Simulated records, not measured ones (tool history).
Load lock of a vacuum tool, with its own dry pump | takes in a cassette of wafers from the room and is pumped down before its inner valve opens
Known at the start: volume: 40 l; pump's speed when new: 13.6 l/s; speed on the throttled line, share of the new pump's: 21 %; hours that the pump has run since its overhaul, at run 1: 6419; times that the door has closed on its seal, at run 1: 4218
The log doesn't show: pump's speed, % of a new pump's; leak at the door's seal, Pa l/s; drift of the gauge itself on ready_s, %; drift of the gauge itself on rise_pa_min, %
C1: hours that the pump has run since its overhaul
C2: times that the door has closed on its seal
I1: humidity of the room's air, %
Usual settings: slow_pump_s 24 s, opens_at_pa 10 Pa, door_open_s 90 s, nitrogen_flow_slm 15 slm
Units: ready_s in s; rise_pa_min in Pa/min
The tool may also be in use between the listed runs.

run 1 hour=0.0 | slow_pump_s=24 opens_at_pa=10 door_open_s=90 nitrogen_flow_slm=15 | C1=6419 C2=4218 | I1=44.4 | ready_s=47.8 rise_pa_min=0.035
run 2 hour=91.1 | slow_pump_s=24 opens_at_pa=10 door_open_s=90 nitrogen_flow_slm=15 | C1=6510 C2=4458 | I1=43.4 | ready_s=47.8 rise_pa_min=0.042
run 3 hour=183.5 | slow_pump_s=24 opens_at_pa=10 door_open_s=90 nitrogen_flow_slm=10 | C1=6603 C2=4701 | I1=38.4 | ready_s=48.6 rise_pa_min=0.050
run 4 hour=269.9 | slow_pump_s=24 opens_at_pa=10 door_open_s=90 nitrogen_flow_slm=10 | C1=6689 C2=4929 | I1=44.7 | ready_s=48.0 rise_pa_min=0.051
run 5 hour=357.3 | slow_pump_s=24 opens_at_pa=10 door_open_s=90 nitrogen_flow_slm=15 | C1=6776 C2=5159 | I1=44.6 | ready_s=48.0 rise_pa_min=0.042
run 6 hour=408.3 | slow_pump_s=24 opens_at_pa=10 door_open_s=90 nitrogen_flow_slm=15 | C1=6827 C2=5293 | I1=47.1 | ready_s=47.7 rise_pa_min=0.040
run 7 hour=477.4 | slow_pump_s=24 opens_at_pa=10 door_open_s=90 nitrogen_flow_slm=15 | C1=6897 C2=5476 | I1=43.6 | ready_s=48.6 rise_pa_min=0.040
run 8 hour=574.6 | slow_pump_s=24 opens_at_pa=10 door_open_s=90 nitrogen_flow_slm=15 | C1=6994 C2=5731 | I1=47.5 | ready_s=48.1 rise_pa_min=0.038
run 9 hour=638.2 | slow_pump_s=24 opens_at_pa=10 door_open_s=90 nitrogen_flow_slm=15 | C1=7057 C2=5899 | I1=43.9 | ready_s=48.1 rise_pa_min=0.042
run 10 hour=744.3 | slow_pump_s=24 opens_at_pa=10 door_open_s=90 nitrogen_flow_slm=15 | C1=7163 C2=6178 | I1=45.7 | ready_s=48.6 rise_pa_min=0.041
run 11 hour=848.1 | slow_pump_s=24 opens_at_pa=10 door_open_s=90 nitrogen_flow_slm=15 | C1=7267 C2=6452 | I1=43.0 | ready_s=47.9 rise_pa_min=0.043
run 12 hour=958.6 | slow_pump_s=24 opens_at_pa=10 door_open_s=90 nitrogen_flow_slm=15 | C1=7378 C2=6743 | I1=45.3 | ready_s=48.3 rise_pa_min=0.044
run 13 hour=1046.2 | slow_pump_s=24 opens_at_pa=10 door_open_s=90 nitrogen_flow_slm=15 | C1=7465 C2=6974 | I1=47.4 | ready_s=48.5 rise_pa_min=0.044
run 14 hour=1112.1 | slow_pump_s=24 opens_at_pa=10 door_open_s=90 nitrogen_flow_slm=15 | C1=7531 C2=7147 | I1=44.8 | ready_s=48.0 rise_pa_min=0.045
run 15 hour=1200.9 | slow_pump_s=24 opens_at_pa=10 door_open_s=90 nitrogen_flow_slm=15 | C1=7620 C2=7381 | I1=43.5 | ready_s=48.3 rise_pa_min=0.037
run 16 hour=1311.7 | slow_pump_s=24 opens_at_pa=10 door_open_s=90 nitrogen_flow_slm=15 | C1=7731 C2=7673 | I1=44.7 | ready_s=48.3 rise_pa_min=0.046
run 17 hour=1404.2 | slow_pump_s=24 opens_at_pa=13 door_open_s=90 nitrogen_flow_slm=15 | C1=7823 C2=7916 | I1=45.6 | ready_s=47.4 rise_pa_min=0.044
run 18 hour=1480.9 | slow_pump_s=38 opens_at_pa=10 door_open_s=90 nitrogen_flow_slm=15 | C1=7900 C2=8118 | I1=43.9 | ready_s=59.1 rise_pa_min=0.043
run 19 hour=1571.7 | slow_pump_s=38 opens_at_pa=10 door_open_s=90 nitrogen_flow_slm=15 | C1=7991 C2=8358 | I1=45.6 | ready_s=59.1 rise_pa_min=0.045
run 20 hour=1645.6 | slow_pump_s=24 opens_at_pa=10 door_open_s=219 nitrogen_flow_slm=31 | C1=8065 C2=8552 | I1=42.8 | ready_s=48.2 rise_pa_min=0.050

The next listed run, before its measurement:
run 21 hour=1742.9 | slow_pump_s=24 opens_at_pa=15 door_open_s=90 nitrogen_flow_slm=6 | C1=8162 C2=8808 | I1=46.4 | ready_s=? rise_pa_min=?

{"run 21": {"ready_s": 47.5, "rise_pa_min": 0.065}}
Without the tool's hidden state the same run would have given ready_s 45.5 s, rise_pa_min 0.053 Pa/min.

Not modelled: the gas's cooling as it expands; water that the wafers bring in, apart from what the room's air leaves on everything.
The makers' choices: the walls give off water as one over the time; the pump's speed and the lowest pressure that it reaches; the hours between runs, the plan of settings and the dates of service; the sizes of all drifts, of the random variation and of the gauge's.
